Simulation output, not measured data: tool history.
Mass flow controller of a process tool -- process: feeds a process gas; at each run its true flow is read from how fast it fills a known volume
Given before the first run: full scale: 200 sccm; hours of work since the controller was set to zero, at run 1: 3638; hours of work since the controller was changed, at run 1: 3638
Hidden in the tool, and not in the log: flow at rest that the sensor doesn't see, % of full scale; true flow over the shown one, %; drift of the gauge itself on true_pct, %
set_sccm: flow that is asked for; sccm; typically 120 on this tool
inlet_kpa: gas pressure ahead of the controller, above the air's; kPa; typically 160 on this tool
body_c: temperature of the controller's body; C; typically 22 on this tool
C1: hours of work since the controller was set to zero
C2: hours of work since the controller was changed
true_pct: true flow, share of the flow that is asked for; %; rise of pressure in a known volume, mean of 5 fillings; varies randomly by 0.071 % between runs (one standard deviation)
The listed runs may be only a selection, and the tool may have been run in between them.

Run 1, hour 0.0: usual settings; C1 3638; C2 3638. Result: true_pct 98.59 %.
Run 2, hour 160.2: usual settings; C1 3746; C2 3746. Result: true_pct 98.57 %.
Run 3, hour 273.6: usual settings; C1 3822; C2 3822. Result: true_pct 98.58 %.
Run 4, hour 416.7: usual settings; C1 3919; C2 3919. Result: true_pct 98.46 %.
Run 5, hour 582.5: usual settings; C1 4031; C2 4031. Result: true_pct 98.36 %.
Run 6, hour 717.1: usual settings; C1 4122; C2 4122. Result: true_pct 98.34 %.
Run 7, hour 889.1: usual settings but body_c 32 C; C1 4238; C2 4238. Result: true_pct 97.31 %.
Run 8, hour 970.6: usual settings but body_c 32 C; C1 4293; C2 4293. Result: true_pct 97.44 %.
Run 9, hour 1166.4: usual settings but set_sccm 50 sccm; C1 4425; C2 4425. Result: true_pct 97.30 %.
Run 10, hour 1340.4: usual settings but inlet_kpa 162 kPa, body_c 34 C; C1 4543; C2 4543. Result: true_pct 97.21 %.
Run 11, hour 1471.8: usual settings but set_sccm 66 sccm, inlet_kpa 234 kPa; C1 4632; C2 4632. Result: true_pct 97.89 %.
Run 12, hour 1557.6: usual settings but set_sccm 38 sccm, inlet_kpa 208 kPa, body_c 23 C; C1 4690; C2 4690. Result: true_pct 96.84 %.
Run 13, hour 1731.9: usual settings but set_sccm 38 sccm, inlet_kpa 208 kPa, body_c 23 C; C1 4807; C2 4807. Result: true_pct 96.76 %.
Run 14, hour 1912.0: usual settings but set_sccm 110 sccm, body_c 40 C; C1 4929; C2 4929. Result: true_pct 96.39 %.
Run 15, hour 2109.1: usual settings but set_sccm 49 sccm, inlet_kpa 211 kPa, body_c 21 C; C1 5062; C2 5062. Result: true_pct 97.20 %.
Run 16, hour 2292.8: usual settings but set_sccm 26 sccm, inlet_kpa 184 kPa, body_c 28 C; C1 5186; C2 5186. Result: true_pct 95.19 %.
Run 17, hour 2410.4: usual settings but set_sccm 26 sccm, inlet_kpa 184 kPa, body_c 28 C; C1 5266; C2 5266. Result: true_pct 95.06 %.
At hour 2500.0: controller's zero set anew.
Run 18, hour 2500.0: usual settings but inlet_kpa 215 kPa, body_c 25 C; C1 0; C2 5326. Result: true_pct 98.45 %.

Each row is a separate what-if for the run after 18, all from the same tool condition, not one after another. Results?
Run A, hour 2621.1: usual settings but body_c 28 C; C1 82; C2 5407. Result: true_pct ?.
Run B, hour 2621.1: usual settings but set_sccm 63 sccm, inlet_kpa 182 kPa, body_c 25 C; C1 82; C2 5407. Result: true_pct ?.
Run C, hour 2621.1: usual settings but set_sccm 53 sccm, inlet_kpa 260 kPa, body_c 29 C; C1 82; C2 5407. Result: true_pct ?.
Run D, hour 2621.1: usual settings but set_sccm 162 sccm; C1 82; C2 5407. Result: true_pct ?.
Run E, hour 2621.1: usual settings but set_sccm 23 sccm, inlet_kpa 234 kPa, body_c 38 C; C1 82; C2 5407. Result: true_pct ?.

run  true_pct
  A     97.90
  B     97.96
  C     97.93
  D     98.57
  E     96.72
What these runs would have given with no unlogged condition in the tool:
run  true_pct
  A     99.41
  B     99.52
  C     99.51
  D    100.07
  E     98.45

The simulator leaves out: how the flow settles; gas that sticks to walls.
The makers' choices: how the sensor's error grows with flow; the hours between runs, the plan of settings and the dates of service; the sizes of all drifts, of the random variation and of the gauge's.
